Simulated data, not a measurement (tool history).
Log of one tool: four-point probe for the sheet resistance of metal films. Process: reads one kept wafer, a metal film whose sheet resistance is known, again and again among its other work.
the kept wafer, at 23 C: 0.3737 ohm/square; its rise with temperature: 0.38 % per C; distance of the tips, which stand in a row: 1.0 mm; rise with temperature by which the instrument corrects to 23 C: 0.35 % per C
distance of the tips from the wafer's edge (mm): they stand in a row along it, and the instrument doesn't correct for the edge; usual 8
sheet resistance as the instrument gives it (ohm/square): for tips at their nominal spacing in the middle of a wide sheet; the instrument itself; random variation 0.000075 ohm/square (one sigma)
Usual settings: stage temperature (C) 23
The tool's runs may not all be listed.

run,hour,stage temperature (C),distance of the tips from the wafer's edge (mm),sheet resistance as the instrument gives it (ohm/square)
1,0.0,23,8,0.377421
2,36.6,23,8,0.377434
3,79.7,23,8,0.377453
4,126.4,23,8,0.377550
5,159.2,23,8,0.377732
6,202.8,23,12,0.376095
7,260.2,23,12,0.376029
8,304.3,23,51,0.374988
9,336.2,20,51,0.374577
10,389.9,18,8,0.377577
11,428.8,18,8,0.377581
12,456.6,18,8,0.377691
13,512.4,23,9,0.377797
14,537.8,26,8,0.378656
15,585.6,26,8,0.378930
16,618.7,23,8,0.378598
17,653.0,23,8,0.378615
18,700.4,23,5,0.383458
19,740.8,23,8,0.378851
20,786.7,23,8,0.378887
21,818.5,23,8,0.378946
22,866.1,23,11,0.377555
23,908.0,23,11,0.377560
24,944.8,23,15,0.376796
25,971.7,23,15,0.377000
26,1019.1,25,8,0.379556
27,1045.4,25,8,0.379476
28,1075.1,23,14,0.377204
# hour 1079.1: stage's thermometer calibrated
29,1108.0,27,29,0.376964
30,1158.2,19,18,0.376636
31,1182.9,31,4,0.389523
32,1228.3,19,8,0.379325
33,1259.2,19,8,0.379423
# hour 1263.2: stage's thermometer calibrated, once more
34,1292.0,30,54,0.376976
35,1317.9,22,8,0.379387
36,1372.6,23,3,0.397415
37,1410.5,23,4,0.388668
38,1455.9,23,4,0.388681
39,1486.6,23,4,0.388687
40,1527.5,34,23,0.378107
41,1564.6,34,23,0.378084
42,1603.3,22,22,0.377128
# hour 1621.2: new probe head fitted
43,1644.9,24,42,0.373176
44,1670.0,27,42,0.373441

5 ways to go on from here, each from the tool as it stands after run 44. What would each give?
A,1695.7,19,13,?
B,1695.7,34,4,?
C,1695.7,19,58,?
D,1695.7,23,69,?
E,1695.7,24,5,?

run,sheet resistance as the instrument gives it (ohm/square)
A,0.373829
B,0.386279
C,0.372565
D,0.372960
E,0.381039
Without the tool's hidden state the same runs would have given:
run,sheet resistance as the instrument gives it (ohm/square)
A,0.374529
B,0.387006
C,0.373263
D,0.373660
E,0.381753

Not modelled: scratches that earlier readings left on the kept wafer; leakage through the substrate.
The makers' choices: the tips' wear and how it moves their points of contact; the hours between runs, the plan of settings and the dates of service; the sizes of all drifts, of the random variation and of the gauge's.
